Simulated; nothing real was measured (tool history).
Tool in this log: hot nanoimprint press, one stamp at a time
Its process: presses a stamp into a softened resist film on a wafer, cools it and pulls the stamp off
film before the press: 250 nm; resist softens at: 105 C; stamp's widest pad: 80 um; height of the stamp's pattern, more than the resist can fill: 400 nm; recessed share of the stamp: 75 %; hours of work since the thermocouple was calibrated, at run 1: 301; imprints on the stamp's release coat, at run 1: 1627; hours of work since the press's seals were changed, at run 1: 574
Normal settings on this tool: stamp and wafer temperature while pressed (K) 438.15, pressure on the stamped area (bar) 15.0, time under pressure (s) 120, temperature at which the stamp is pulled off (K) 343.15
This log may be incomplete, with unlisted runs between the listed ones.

run	hour	stamp and wafer temperature while pressed (K)	pressure on the stamped area (bar)	time under pressure (s)	temperature at which the stamp is pulled off (K)	hours of work since the thermocouple was calibrated	imprints on the stamp's release coat	hours of work since the press's seals were changed	resist left under the stamp's widest pad (Å)	greatest force while the stamp is pulled off (N)
1	0.0	438.15	15.0	120	343.15	301	1627	574	1468	239
2	32.4	438.15	15.0	120	343.15	325	1755	597	1470	236
3	95.0	438.15	15.0	120	343.15	371	2002	643	1471	237
# hour 119.0: plate thermocouple calibrated
# hour 133.7: press's hydraulic seals changed and the load cell set to zero
4	149.8	438.15	15.0	120	343.15	17	2176	12	1472	238
# hour 166.8: stamp cleaned and given a new release coat
5	224.4	438.15	15.0	120	343.15	67	227	62	1472	235
6	269.3	438.15	15.0	112	343.15	100	405	95	1504	239
7	332.8	438.15	15.0	90	343.15	146	655	141	1603	238
8	367.8	448.15	15.0	90	343.15	172	793	167	1118	239
9	408.6	438.15	15.0	120	343.15	201	955	197	1474	239
10	469.6	438.15	15.0	120	343.15	246	1195	241	1482	236
11	537.4	438.15	15.0	120	343.15	295	1463	291	1479	241
12	573.8	438.15	15.0	120	343.15	322	1607	317	1485	236
13	642.7	438.15	15.0	120	343.15	372	1879	368	1482	247
# hour 666.1: plate thermocouple calibrated
14	680.2	438.15	15.0	120	343.15	10	2015	393	1487	233
# hour 737.5: stamp cleaned and given a new release coat
15	742.1	438.15	15.0	120	343.15	51	19	434	1488	243
16	805.2	444.15	15.0	67	344.15	97	268	480	1435	236
17	872.2	438.15	18.1	120	343.15	146	533	529	1371	238
18	937.0	427.15	14.2	109	343.15	194	788	576	2144	238
19	974.5	433.15	15.0	63	332.15	221	936	603	2029	259
20	1010.5	433.15	15.0	63	332.15	247	1078	630	2025	261
# hour 1066.6: press's hydraulic seals changed and the load cell set to zero
21	1072.4	433.15	11.2	63	340.15	287	1291	4	2157	247
22	1134.7	446.15	15.0	120	347.15	332	1537	50	1098	234
23	1197.6	438.15	9.7	120	338.15	378	1786	96	1765	242
# hour 1212.9: plate thermocouple calibrated
24	1248.5	449.15	12.0	88	343.15	26	1975	131	1231	234
25	1291.4	449.15	12.0	88	343.15	57	2144	162	1230	239
# hour 1316.8: stamp cleaned and given a new release coat
26	1371.1	449.15	12.0	88	343.15	111	214	216	1230	237
27	1433.7	449.15	17.2	88	343.15	157	461	262	1028	235
28	1490.7	449.15	17.2	88	343.15	199	686	303	1030	235
29	1560.3	430.15	14.1	120	343.15	250	961	354	1989	238

How the hidden state differs across the entries between the runs, from the last listed run before each to the first after it:
After run 3, before run 4: plate thermocouple calibrated (hour 119.0); press's hydraulic seals changed and the load cell set to zero (hour 133.7)
  true temperature over the reading, C: 0.02 -> 0; pressure that arrives at the usual setting, %: 99.87 -> 100; grip of the stamp's worn release coat, % over a new coat's: 0.7 -> 0.8; drift of the gauge itself on residual_nm, %: 0.14 -> 0.21
  measured less the result without the state, resist left under the stamp's widest pad (Å): +2 -> +3
After run 4, before run 5: stamp cleaned and given a new release coat (hour 166.8)
  true temperature over the reading, C: 0 -> 0.01; pressure that arrives at the usual setting, %: 100 -> 99.99; grip of the stamp's worn release coat, % over a new coat's: 0.8 -> 0.1; drift of the gauge itself on residual_nm, %: 0.21 -> 0.31
  measured less the result without the state, resist left under the stamp's widest pad (Å): +3 -> +4
After run 13, before run 14: plate thermocouple calibrated (hour 666.1)
  true temperature over the reading, C: 0.02 -> 0; pressure that arrives at the usual setting, %: 99.94 -> 99.93; drift of the gauge itself on residual_nm, %: 0.94 -> 0.99
  measured less the result without the state, resist left under the stamp's widest pad (Å): +13 -> +15
After run 14, before run 15: stamp cleaned and given a new release coat (hour 737.5)
  pressure that arrives at the usual setting, %: 99.93 -> 99.92; grip of the stamp's worn release coat, % over a new coat's: 0.7 -> 0; drift of the gauge itself on residual_nm, %: 0.99 -> 1.07
  measured less the result without the state, resist left under the stamp's widest pad (Å): +15 -> +17
After run 20, before run 21: press's hydraulic seals changed and the load cell set to zero (hour 1066.6)
  pressure that arrives at the usual setting, %: 99.89 -> 100; grip of the stamp's worn release coat, % over a new coat's: 0.4 -> 0.5; drift of the gauge itself on residual_nm, %: 1.47 -> 1.56
  measured less the result without the state, resist left under the stamp's widest pad (Å): +29 -> +33
After run 23, before run 24: plate thermocouple calibrated (hour 1212.9)
  true temperature over the reading, C: 0.02 -> 0; grip of the stamp's worn release coat, % over a new coat's: 0.6 -> 0.7; drift of the gauge itself on residual_nm, %: 1.74 -> 1.81
  measured less the result without the state, resist left under the stamp's widest pad (Å): +29 -> +22
After run 25, before run 26: stamp cleaned and given a new release coat (hour 1316.8)
  pressure that arrives at the usual setting, %: 99.97 -> 99.96; grip of the stamp's worn release coat, % over a new coat's: 0.8 -> 0.1; drift of the gauge itself on residual_nm, %: 1.88 -> 1.99
  measured less the result without the state, resist left under the stamp's widest pad (Å): +23 -> +24
